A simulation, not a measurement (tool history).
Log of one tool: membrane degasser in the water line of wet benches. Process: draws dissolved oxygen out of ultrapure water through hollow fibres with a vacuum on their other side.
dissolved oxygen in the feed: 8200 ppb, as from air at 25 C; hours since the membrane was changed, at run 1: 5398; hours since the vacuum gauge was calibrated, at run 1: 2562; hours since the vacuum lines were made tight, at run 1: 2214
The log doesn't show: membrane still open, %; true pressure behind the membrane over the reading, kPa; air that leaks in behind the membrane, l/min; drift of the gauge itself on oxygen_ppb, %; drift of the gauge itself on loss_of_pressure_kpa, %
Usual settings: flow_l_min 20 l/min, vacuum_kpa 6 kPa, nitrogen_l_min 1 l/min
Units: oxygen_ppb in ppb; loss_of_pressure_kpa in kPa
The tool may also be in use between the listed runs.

run,hour,flow_l_min,vacuum_kpa,nitrogen_l_min,hours since the membrane was changed,hours since the vacuum gauge was calibrated,hours since the vacuum lines were made tight,oxygen_ppb,loss_of_pressure_kpa
1,0,20,6,1,5398,2562,2214,448.7,40.63
2,168.2,20,6,1,5566,2730,2383,458.4,40.58
3,284.7,20,6,1,5683,2846,2499,463.1,40.75
4,530.8,20,6,1,5929,3092,2745,462,40.77
5,652.8,20,6,1,6051,3214,2867,463,40.8
6,767.7,20,6,1.65,6166,3329,2982,409,40.88
7,958.7,20,6,1,6357,3520,3173,463.5,40.76
8,1100.9,20,6,1,6499,3663,3315,458,40.99
9,1233.5,26,13.4,1,6632,3795,3448,944.8,53.38
10,1345.6,14,6.49,1.38,6744,3907,3560,298.4,28.42
# hour 1369.2: vacuum gauge calibrated
11,1573.9,30,6,1,6972,205,3788,719.3,61.52
12,1677.7,30,6,1,7075,309,3892,708.6,61.48
13,1844.8,27,5.4,2.69,7243,476,4059,541.1,55.45
14,1977.6,12,5.25,1,7375,608,4191,245.2,24.52
# hour 2065.1: vacuum gauge calibrated, once more
15,2170.8,23,6.66,2.12,7568,106,4384,495.5,47.2
16,2377.6,23,13.93,1.49,7775,312,4591,745.3,47.39

Some steps in oxygen_ppb between neighbouring runs. How much of each would the tool show without its hidden state too (settings, what came in, random variation), and how much is left for the hidden state, with any gauge scatter that isn't in both results?
Run 9 -> 10: flow_l_min 26 -> 14, vacuum_kpa 13.4 -> 6.49, nitrogen_l_min 1 -> 1.38. oxygen_ppb -646.4 ppb: hidden state -23.5, all else -622.9.
Run 10 -> 11: flow_l_min 14 -> 30, vacuum_kpa 6.49 -> 6, nitrogen_l_min 1.38 -> 1, vacuum gauge calibrated. oxygen_ppb +420.9 ppb: hidden state +49, all else +371.9.

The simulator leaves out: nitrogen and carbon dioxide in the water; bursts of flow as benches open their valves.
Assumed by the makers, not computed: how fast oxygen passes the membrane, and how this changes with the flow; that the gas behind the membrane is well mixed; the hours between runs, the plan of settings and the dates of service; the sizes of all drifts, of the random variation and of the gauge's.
